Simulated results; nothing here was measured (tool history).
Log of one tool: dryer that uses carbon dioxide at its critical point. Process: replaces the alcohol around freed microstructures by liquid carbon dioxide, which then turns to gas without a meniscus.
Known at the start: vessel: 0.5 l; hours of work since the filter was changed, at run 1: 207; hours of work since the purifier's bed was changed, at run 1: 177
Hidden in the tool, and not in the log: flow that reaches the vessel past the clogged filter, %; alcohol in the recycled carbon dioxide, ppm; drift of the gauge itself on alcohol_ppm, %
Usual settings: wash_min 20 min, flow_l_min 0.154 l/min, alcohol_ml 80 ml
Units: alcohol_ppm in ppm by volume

| run | day | wash_min | flow_l_min | alcohol_ml | hours of work since the filter was changed | hours of work since the purifier's bed was changed | alcohol_ppm |
|---|---|---|---|---|---|---|---|
| 1 | 0.000 | 20 | 0.154 | 80 | 207 | 177 | 2636 |
| 2 | 0.558 | 20 | 0.154 | 80 | 215 | 185 | 2699 |
| 3 | 1.079 | 20 | 0.154 | 80 | 222 | 192 | 2736 |
| 4 | 1.758 | 20 | 0.154 | 80 | 232 | 201 | 2839 |
| 5 | 2.296 | 20 | 0.154 | 80 | 239 | 209 | 2891 |
| 6 | 3.012 | 20 | 0.154 | 80 | 249 | 219 | 2890 |
| 7 | 3.371 | 20 | 0.154 | 80 | 254 | 224 | 2949 |
| 8 | 3.967 | 20 | 0.154 | 45 | 262 | 232 | 1669 |
| 9 | 4.508 | 20 | 0.171 | 80 | 269 | 239 | 1999 |
| 10 | 4.842 | 20 | 0.171 | 80 | 274 | 244 | 2017 |
| 11 | 5.408 | 20 | 0.171 | 80 | 282 | 252 | 2017 |
| 12 | 5.712 | 20 | 0.171 | 80 | 286 | 256 | 2071 |
| 13 | 6.171 | 20 | 0.154 | 80 | 292 | 262 | 3203 |
| 14 | 6.858 | 20 | 0.154 | 80 | 302 | 272 | 3288 |
| 15 | 7.179 | 20 | 0.154 | 80 | 306 | 276 | 3342 |
| 16 | 7.879 | 20 | 0.154 | 80 | 316 | 286 | 3489 |
| 17 | 8.492 | 20 | 0.154 | 80 | 324 | 294 | 3484 |
| 18 | 9.179 | 20 | 0.154 | 80 | 334 | 303 | 3482 |
| 19 | 9.533 | 20 | 0.154 | 80 | 338 | 308 | 3617 |
|  | 9.712 | inlet filter changed |
| 20 | 10.162 | 20 | 0.169 | 80 | 6 | 316 | 1213 |
| 21 | 10.821 | 20 | 0.212 | 80 | 15 | 325 | 432 |
| 22 | 11.538 | 20 | 0.154 | 80 | 25 | 335 | 1961 |
| 23 | 12.038 | 20 | 0.154 | 80 | 32 | 342 | 1979 |
| 24 | 12.446 | 17 | 0.143 | 117 | 38 | 348 | 7170 |
| 25 | 13.112 | 17 | 0.143 | 117 | 47 | 357 | 7259 |
| 26 | 13.583 | 17 | 0.143 | 117 | 53 | 363 | 7458 |
| 27 | 13.992 | 20 | 0.093 | 25 | 59 | 369 | 3714 |
| 28 | 14.467 | 20 | 0.130 | 80 | 65 | 376 | 4150 |
| 29 | 15.062 | 20 | 0.130 | 80 | 74 | 384 | 4226 |
| 30 | 15.483 | 29 | 0.139 | 25 | 79 | 390 | 276 |
| 31 | 16.096 | 28 | 0.253 | 40 | 88 | 398 | 123 |
| 32 | 16.529 | 28 | 0.253 | 40 | 94 | 404 | 129 |
| 33 | 17.100 | 17 | 0.186 | 47 | 102 | 412 | 1245 |
| 34 | 17.467 | 14 | 0.114 | 32 | 107 | 417 | 7268 |
| 35 | 17.867 | 14 | 0.114 | 32 | 112 | 422 | 7077 |
| 36 | 18.217 | 14 | 0.114 | 32 | 117 | 427 | 7254 |
| 37 | 18.738 | 24 | 0.154 | 25 | 124 | 434 | 433 |
| 38 | 19.233 | 13 | 0.232 | 25 | 131 | 441 | 900 |
| 39 | 19.650 | 24 | 0.160 | 29 | 137 | 447 | 428 |
| 40 | 20.342 | 14 | 0.239 | 70 | 146 | 456 | 1559 |
| 41 | 20.812 | 14 | 0.239 | 70 | 153 | 463 | 1582 |
| 42 | 21.233 | 26 | 0.096 | 77 | 158 | 469 | 5404 |
| 43 | 21.833 | 16 | 0.154 | 22 | 167 | 477 | 1764 |
| 44 | 22.296 | 16 | 0.154 | 22 | 173 | 483 | 1710 |
| 45 | 22.750 | 20 | 0.154 | 39 | 179 | 489 | 1374 |
| 46 | 23.412 | 24 | 0.154 | 39 | 188 | 499 | 709 |

Hidden state or all else? Some run-to-run changes of alcohol_ppm, split into what the settings, what came in and random variation would give without the hidden state, and what is left for the hidden state (with any gauge scatter that isn't in both results):
Run 19 -> 20: flow_l_min 0.154 -> 0.169, inlet filter changed. alcohol_ppm -2404 ppm by volume: hidden state -1730, all else -674.
Run 23 -> 24: wash_min 20 -> 17, flow_l_min 0.154 -> 0.143, alcohol_ml 80 -> 117. alcohol_ppm +5191 ppm by volume: hidden state +414, all else +4777.
Run 33 -> 34: wash_min 17 -> 14, flow_l_min 0.186 -> 0.114, alcohol_ml 47 -> 32. alcohol_ppm +6023 ppm by volume: hidden state +633, all else +5390.
Run 36 -> 37: wash_min 14 -> 24, flow_l_min 0.114 -> 0.154, alcohol_ml 32 -> 25. alcohol_ppm -6821 ppm by volume: hidden state -853, all else -5968.
Run 41 -> 42: wash_min 14 -> 26, flow_l_min 0.239 -> 0.096, alcohol_ml 70 -> 77. alcohol_ppm +3822 ppm by volume: hidden state +879, all else +2943.
Run 42 -> 43: wash_min 26 -> 16, flow_l_min 0.096 -> 0.154, alcohol_ml 77 -> 22. alcohol_ppm -3640 ppm by volume: hidden state -906, all else -2734.
